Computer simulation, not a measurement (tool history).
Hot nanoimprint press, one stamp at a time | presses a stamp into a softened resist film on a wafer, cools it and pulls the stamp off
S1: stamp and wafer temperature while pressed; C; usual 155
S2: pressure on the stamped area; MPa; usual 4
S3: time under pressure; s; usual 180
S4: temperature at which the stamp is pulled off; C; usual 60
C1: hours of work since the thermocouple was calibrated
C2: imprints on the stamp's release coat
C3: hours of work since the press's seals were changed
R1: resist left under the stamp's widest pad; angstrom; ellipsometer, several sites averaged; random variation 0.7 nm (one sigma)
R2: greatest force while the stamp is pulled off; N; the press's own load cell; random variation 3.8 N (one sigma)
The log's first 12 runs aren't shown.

run 13 day=17.312 | S1=146 S2=4 S3=180 S4=60 | C1=267 C2=293 C3=234 | R1=1149 R2=184
run 14 day=18.908 | S1=146 S2=4 S3=180 S4=60 | C1=285 C2=420 C3=251 | R1=1164 R2=183
run 15 day=20.783 | S1=146 S2=4 S3=180 S4=60 | C1=305 C2=568 C3=272 | R1=1158 R2=182
run 16 day=22.371 | S1=146 S2=4 S3=180 S4=60 | C1=322 C2=695 C3=289 | R1=1171 R2=181
run 17 day=23.912 | S1=148 S2=4.1 S3=112 S4=49 | C1=339 C2=817 C3=305 | R1=1240 R2=240
run 18 day=25.733 | S1=153 S2=4.08 S3=112 S4=49 | C1=358 C2=962 C3=325 | R1=1049 R2=236
run 19 day=26.962 | S1=164 S2=3.53 S3=136 S4=50 | C1=372 C2=1059 C3=338 | R1=675 R2=229
run 20 day=28.775 | S1=155 S2=4 S3=100 S4=53 | C1=391 C2=1203 C3=358 | R1=1013 R2=217
run 21 day=30.067 | S1=151 S2=4 S3=180 S4=60 | C1=405 C2=1306 C3=372 | R1=954 R2=187
run 22 day=31.212 | S1=155 S2=4 S3=180 S4=62 | C1=418 C2=1397 C3=384 | R1=799 R2=177
run 23 day=32.362 | S1=155 S2=4 S3=128 S4=62 | C1=430 C2=1488 C3=397 | R1=932 R2=176
run 24 day=33.533 | S1=156 S2=3.31 S3=129 S4=57 | C1=443 C2=1581 C3=410 | R1=966 R2=205
-- day=34.821 stamp cleaned and given a new release coat
run 25 day=35.096 | S1=165 S2=4 S3=329 S4=45 | C1=457 C2=22 C3=424 | R1=405 R2=262
run 26 day=36.25 | S1=165 S2=4 S3=329 S4=45 | C1=469 C2=113 C3=436 | R1=415 R2=257
-- day=37.412 plate thermocouple calibrated
run 27 day=37.979 | S1=155 S2=4 S3=167 S4=55 | C1=6 C2=241 C3=454 | R1=834 R2=204
run 28 day=39.171 | S1=155 S2=4 S3=99 S4=56 | C1=19 C2=335 C3=466 | R1=1012 R2=200
run 29 day=40.533 | S1=153 S2=4 S3=97 S4=56 | C1=34 C2=444 C3=481 | R1=1097 R2=205
run 30 day=41.579 | S1=153 S2=4 S3=97 S4=56 | C1=45 C2=527 C3=493 | R1=1113 R2=203

Forecast each of these 4 alternatives for the next run:
run A day=42.442 | S1=150 S2=3.39 S3=173 S4=60 | C1=54 C2=595 C3=502 | R1=? R2=?
run B day=42.442 | S1=153 S2=4 S3=192 S4=56 | C1=54 C2=595 C3=502 | R1=? R2=?
run C day=42.442 | S1=155 S2=4.96 S3=111 S4=63 | C1=54 C2=595 C3=502 | R1=? R2=?
run D day=42.442 | S1=146 S2=4 S3=180 S4=60 | C1=54 C2=595 C3=502 | R1=? R2=?

run=A R1=1072 R2=180
run=B R1=848 R2=210
run=C R1=888 R2=167
run=D R1=1173 R2=187
Without the tool's hidden state the same runs would have given:
run=A R1=1072 R2=179
run=B R1=848 R2=210
run=C R1=888 R2=167
run=D R1=1173 R2=187

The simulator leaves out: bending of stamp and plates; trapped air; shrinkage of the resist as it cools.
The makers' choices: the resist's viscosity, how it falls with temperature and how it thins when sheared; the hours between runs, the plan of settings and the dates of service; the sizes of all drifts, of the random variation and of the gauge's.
